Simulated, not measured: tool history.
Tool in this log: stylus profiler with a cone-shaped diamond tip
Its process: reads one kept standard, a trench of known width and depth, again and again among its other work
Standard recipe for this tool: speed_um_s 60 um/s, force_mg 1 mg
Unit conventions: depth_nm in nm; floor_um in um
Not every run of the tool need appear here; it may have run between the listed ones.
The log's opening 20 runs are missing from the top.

run	day	speed_um_s	force_mg	scans with this tip	hours of work since the height scale was calibrated	depth_nm	floor_um
# day 44.142: new tip fitted, height scale calibrated
21	46.467	39	1	385	28	201.26	17.6
22	48.412	39	1	707	51	201.24	17.58
23	50.625	39	1	1073	78	201.31	17.52
24	52.342	44	1.1	1357	99	201.66	17.52
25	54.979	56	0.41	1794	131	200.77	17.05
26	57.838	56	0.41	2267	165	200.89	16.95
27	59.629	83	0.53	2563	187	201.07	16.71
28	61.192	159	0.98	2822	206	201.5	16.21
29	63.542	15	1.91	3211	234	202.14	17.72
30	66.604	43	2.87	3718	271	202.74	17.49
31	69.567	43	2.87	4208	306	202.9	17.45
32	72.288	114	0.51	4658	339	201.01	16.13
33	75.438	108	1.79	5180	377	202	16.8
34	77.721	149	0.87	5558	405	201.51	16.02
35	80.988	23	0.95	6098	444	201.41	17.32
36	82.867	54	1.52	6409	467	202.27	17.12
37	85.042	60	0.46	6770	493	201.17	16.66
38	86.521	60	0.46	7014	511	200.89	16.65
39	89.354	23	2.62	7483	545	202.87	17.33
40	92.133	23	2.62	7943	579	202.84	17.26
41	94.471	38	0.43	8330	607	201.15	16.86
42	96.088	38	0.43	8598	626	201.17	16.78
43	99.317	60	0.95	9132	665	201.76	16.72

Run 44 comes next. What will it give?
44	102.038	60	0.95	9583	698	?	?

{"run 44": {"depth_nm": 201.77, "floor_um": 16.68}}
The same run, on a tool lacking any hidden state, would have yielded depth_nm 201.21 nm, floor_um 17.41 um.
